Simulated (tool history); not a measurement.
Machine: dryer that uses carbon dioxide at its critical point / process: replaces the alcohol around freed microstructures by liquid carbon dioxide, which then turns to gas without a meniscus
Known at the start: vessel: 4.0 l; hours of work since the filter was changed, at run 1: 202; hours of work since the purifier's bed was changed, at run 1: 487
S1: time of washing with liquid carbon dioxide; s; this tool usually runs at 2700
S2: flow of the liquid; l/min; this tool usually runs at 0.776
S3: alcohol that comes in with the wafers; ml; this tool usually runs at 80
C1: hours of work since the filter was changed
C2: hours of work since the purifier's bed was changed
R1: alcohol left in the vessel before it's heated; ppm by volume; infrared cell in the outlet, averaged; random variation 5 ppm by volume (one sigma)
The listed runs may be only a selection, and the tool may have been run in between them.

run     day    S1     S2  S3   C1   C2   R1
  1       0  2700  0.776  80  202  487   76
  2   1.204  2700  0.776  50  213  499   78
      1.438  -- inlet filter changed
  3   2.171  2700  0.776  50    7  508   72
  4   3.733  2700  0.776  50   23  523   77
  5   4.558  2700  0.776  50   31  531   83
  6    5.25  2700  0.776  50   37  538   88
  7   6.375  2700  0.776  50   48  549   82
  8   7.829  2700  0.776  80   63  563   88
  9   9.096  2400  0.776  80   75  576   94
 10  10.112  2400  0.776  80   85  586  101
 11  11.667  2400  0.776  80  100  601   99
 12  12.333  3240  0.776  80  107  607   96
 13  13.758  3240  0.776  80  121  621   83
 14   14.75  3240  0.776  80  130  631   85
 15  16.221  3240  0.776  80  145  645   96
 16  17.542  3240  0.776  80  158  658   92
 17    18.7  3240  0.776  80  169  670   98
 18  19.979  2700  0.491  80  182  682  246
 19  21.296  2700  0.491  80  195  695  267
 20  22.521  1920  0.491  80  207  707  790
     23.454  -- inlet filter changed
 21  23.779  1920  0.491  80    3  719  616
 22  25.279  2520  0.776  84   18  734  105
 23  26.638  2700  0.605  78   31  747  142
 24  27.479  2700  0.605  78   39  755  143
 25  28.888  2700  1.017  78   53  769  106
 26  29.862  2220  1.017  78   63  779  109
 27  30.662  3780  0.776  80   71  786  112
 28  31.975  4140  0.946  51   83  799  107
 29  32.717  3960  0.843  27   91  807   99
 30  34.138  2400   1.23  39  105  820  109
 31  34.933  2400   1.23  39  112  828  109
 32   36.45  3060   1.23  39  127  843  113
 33  37.092  2940  0.784  80  134  849  123
 34  37.854  2040  0.802  80  141  857  170
 35  39.283  3300  0.517  80  155  871  147
 36  40.158  3300  0.517  80  164  879  158
 37  41.008  2040  1.254  28  172  888  126
 38  41.979  2940  0.731  36  181  897  130

How would selected steps in R1 from run to run divide? Give the signed amount a tool lacking its hidden state would still show from settings, what came in and random variation, and the signed amount left for the hidden state, including any gauge scatter that is not in both of the compared results.
The hidden state here: flow that reaches the vessel past the clogged filter, %; alcohol in the recycled carbon dioxide, ppm; drift of the gauge itself on alcohol_ppm, %.
Run 17 -> 18: S1 3240 -> 2700, S2 0.776 -> 0.491. R1 +148 ppm by volume: hidden state +46, all else +102.
Run 19 -> 20: S1 2700 -> 1920. R1 +523 ppm by volume: hidden state +124, all else +399.
Run 20 -> 21: inlet filter changed. R1 -174 ppm by volume: hidden state -169, all else -5.
Run 21 -> 22: S1 1920 -> 2520, S2 0.491 -> 0.776, S3 80 -> 84. R1 -511 ppm by volume: hidden state -5, all else -506.
